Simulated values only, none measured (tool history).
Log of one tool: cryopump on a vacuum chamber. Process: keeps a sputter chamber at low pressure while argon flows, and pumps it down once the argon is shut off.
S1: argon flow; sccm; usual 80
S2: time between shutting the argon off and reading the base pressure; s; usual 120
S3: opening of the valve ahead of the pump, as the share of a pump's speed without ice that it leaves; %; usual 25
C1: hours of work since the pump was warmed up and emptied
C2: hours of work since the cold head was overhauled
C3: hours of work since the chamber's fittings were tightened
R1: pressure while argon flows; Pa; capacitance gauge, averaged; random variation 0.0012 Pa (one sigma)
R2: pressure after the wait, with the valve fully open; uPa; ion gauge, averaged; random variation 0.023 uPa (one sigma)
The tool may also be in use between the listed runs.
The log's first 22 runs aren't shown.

Run 23, hour 1720.8: usual settings but S1 127 sccm, S2 207 s, S3 22 %; C1 524; C2 1094; C3 836. Result: R1 0.5486 Pa, R2 1.44 uPa.
Run 24, hour 1765: usual settings but S1 109 sccm, S2 184 s; C1 544; C2 1114; C3 855. Result: R1 0.4223 Pa, R2 1.53 uPa.
Run 25, hour 1816.8: usual settings but S1 57 sccm, S3 34 %; C1 567; C2 1136; C3 878. Result: R1 0.1687 Pa, R2 1.84 uPa.
At hour 1826.1: pump warmed up, emptied and cooled again.
Run 26, hour 1900.7: usual settings but S1 39 sccm, S2 224 s, S3 15 %; C1 33; C2 1171; C3 913. Result: R1 0.2255 Pa, R2 1.18 uPa.
Run 27, hour 1982.5: usual settings but S1 39 sccm, S2 21 s, S3 19 %; C1 69; C2 1207; C3 949. Result: R1 0.1788 Pa, R2 4.07 uPa.
Run 28, hour 2038.4: usual settings but S1 39 sccm, S2 21 s, S3 19 %; C1 94; C2 1232; C3 974. Result: R1 0.18 Pa, R2 4.12 uPa.
Run 29, hour 2106.8: usual settings but S1 39 sccm, S2 21 s, S3 19 %; C1 124; C2 1262; C3 1004. Result: R1 0.182 Pa, R2 4.15 uPa.
Run 30, hour 2174.5: usual settings but S1 94 sccm, S2 29 s, S3 33 %; C1 154; C2 1292; C3 1034. Result: R1 0.2569 Pa, R2 3.33 uPa.
Run 31, hour 2275.3: usual settings but S1 84 sccm, S2 29 s, S3 20 %; C1 199; C2 1337; C3 1079. Result: R1 0.3734 Pa, R2 3.5 uPa.
Run 32, hour 2359.4: usual settings but S1 41 sccm, S3 29 %; C1 236; C2 1374; C3 1116. Result: R1 0.1299 Pa, R2 1.8 uPa.
Run 33, hour 2403: usual settings but S1 63 sccm, S2 56 s, S3 29 %; C1 255; C2 1393; C3 1135. Result: R1 0.1973 Pa, R2 2.45 uPa.
Run 34, hour 2499: usual settings but S1 108 sccm, S2 63 s, S3 23 %; C1 297; C2 1436; C3 1178. Result: R1 0.4307 Pa, R2 2.35 uPa.
Run 35, hour 2589.8: usual settings but S1 47 sccm, S3 57 %; C1 338; C2 1476; C3 1218. Result: R1 0.083 Pa, R2 1.95 uPa.

Forecast each of these 3 alternatives for the next run:
Run A, hour 2641.8: usual settings but S1 56 sccm, S2 87 s, S3 19 %; C1 361; C2 1499; C3 1241. Result: R1 ?, R2 ?.
Run B, hour 2641.8: usual settings but S1 47 sccm, S3 28 %; C1 361; C2 1499; C3 1241. Result: R1 ?, R2 ?.
Run C, hour 2641.8: usual settings but S1 96 sccm, S2 25 s, S3 33 %; C1 361; C2 1499; C3 1241. Result: R1 ?, R2 ?.

run      R1    R2
  A    0.27  2.28
  B  0.1556  1.96
  C  0.2764  4.18
Without the tool's hidden state the same runs would have given:
run      R1    R2
  A  0.2552  0.97
  B  0.1433   0.7
  C  0.2512   2.9
